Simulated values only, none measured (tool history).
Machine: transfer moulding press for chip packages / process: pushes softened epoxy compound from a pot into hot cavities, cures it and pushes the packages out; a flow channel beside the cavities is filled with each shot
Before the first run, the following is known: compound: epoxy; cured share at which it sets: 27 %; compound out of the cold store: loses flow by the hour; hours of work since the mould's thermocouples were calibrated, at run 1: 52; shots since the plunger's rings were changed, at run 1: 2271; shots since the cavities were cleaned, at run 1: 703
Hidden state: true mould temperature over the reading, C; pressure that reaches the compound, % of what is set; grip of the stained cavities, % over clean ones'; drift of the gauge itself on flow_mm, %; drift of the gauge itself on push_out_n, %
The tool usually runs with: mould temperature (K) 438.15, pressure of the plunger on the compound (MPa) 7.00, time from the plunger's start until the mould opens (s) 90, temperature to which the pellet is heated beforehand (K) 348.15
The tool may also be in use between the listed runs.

run,hour,mould temperature (K),pressure of the plunger on the compound (MPa),time from the plunger's start until the mould opens (s),temperature to which the pellet is heated beforehand (K),hours of work since the mould's thermocouples were calibrated,shots since the plunger's rings were changed,shots since the cavities were cleaned,incoming compound's hours out of the cold store,length that the compound runs in the flow channel (mm),greatest force on the pins that push the packages out (N)
1,0.0,438.15,7.00,90,348.15,52,2271,703,40.4,784,746
# hour 42.7: cavities cleaned with cleaning compound and waxed
2,48.3,438.15,7.00,90,348.15,74,2674,47,16.6,850,514
# hour 63.3: plunger's sealing rings changed
3,100.8,438.15,7.00,90,348.15,97,323,478,34.8,812,688
4,136.5,438.15,7.00,90,348.15,114,630,785,38.9,798,739
5,159.2,438.15,7.00,90,348.15,125,826,981,20.1,854,790
# hour 168.4: cavities cleaned with cleaning compound and waxed
6,202.8,438.15,7.00,90,348.15,144,1188,296,36.2,804,617
7,226.8,431.15,7.00,90,348.15,156,1395,503,16.5,884,1234
8,250.0,431.15,7.00,90,348.15,166,1594,702,21.5,869,1282
# hour 292.1: cavities cleaned with cleaning compound and waxed
9,293.0,438.15,7.00,90,348.15,186,1952,8,44.6,778,443
10,342.7,438.15,7.00,90,348.15,209,2380,436,13.1,867,728
# hour 391.5: plunger's sealing rings changed
11,392.4,438.15,7.00,90,348.15,231,7,842,40.1,798,774
# hour 421.5: cavities cleaned with cleaning compound and waxed
12,424.6,438.15,7.00,90,348.15,245,272,27,24.4,841,494
13,458.5,438.15,7.00,90,348.15,261,563,318,9.6,884,686
14,495.1,438.15,7.00,90,348.15,278,878,633,45.3,780,724
# hour 546.0: cavities cleaned with cleaning compound and waxed
15,551.8,440.15,7.43,90,348.15,304,1354,50,46.2,794,421
16,575.6,440.15,7.43,90,348.15,315,1559,255,38.1,812,582
17,616.5,432.15,5.84,100,354.15,334,1911,607,8.9,823,952
18,660.0,432.15,5.84,100,354.15,354,2285,981,13.1,807,971
# hour 671.8: cavities cleaned with cleaning compound and waxed
19,711.2,432.15,5.84,100,354.15,378,2713,339,39.8,733,773
# hour 720.8: plunger's sealing rings changed
20,746.3,443.15,7.55,118,345.15,393,219,620,46.4,796,494
21,793.2,431.15,7.55,99,349.15,415,622,1023,37.4,856,1043
# hour 797.6: cavities cleaned with cleaning compound and waxed
22,845.1,439.15,8.35,117,345.15,438,1056,408,44.5,851,511
23,880.1,439.15,8.35,117,345.15,454,1358,710,15.5,940,549
24,911.6,439.15,8.35,117,345.15,469,1629,981,43.4,851,575
# hour 922.9: cavities cleaned with cleaning compound and waxed
25,965.7,440.15,7.00,90,348.15,494,2082,368,43.1,773,605
# hour 976.1: mould's thermocouples calibrated
26,1022.9,440.15,7.00,90,348.15,22,2557,843,17.6,842,673
# hour 1050.7: plunger's sealing rings changed
# hour 1052.2: cavities cleaned with cleaning compound and waxed
27,1057.8,432.15,6.73,118,344.15,36,48,48,45.1,788,448

Below are 4 alternative next runs, each starting from the tool's condition after run 27. Predict each:
A,1081.7,432.15,6.73,118,345.15,47,254,254,27.2,?,?
B,1081.7,432.15,6.73,118,350.15,47,254,254,37.1,?,?
C,1081.7,438.15,7.35,84,348.15,47,254,254,41.9,?,?
D,1081.7,438.15,5.29,76,348.15,47,254,254,36.2,?,?

run,length that the compound runs in the flow channel (mm),greatest force on the pins that push the packages out (N)
A,835,552
B,808,579
C,812,721
D,702,884
Stripped of hidden state, with their random variation kept, the same runs would have yielded:
run,length that the compound runs in the flow channel (mm),greatest force on the pins that push the packages out (N)
A,839,394
B,812,413
C,816,515
D,705,628
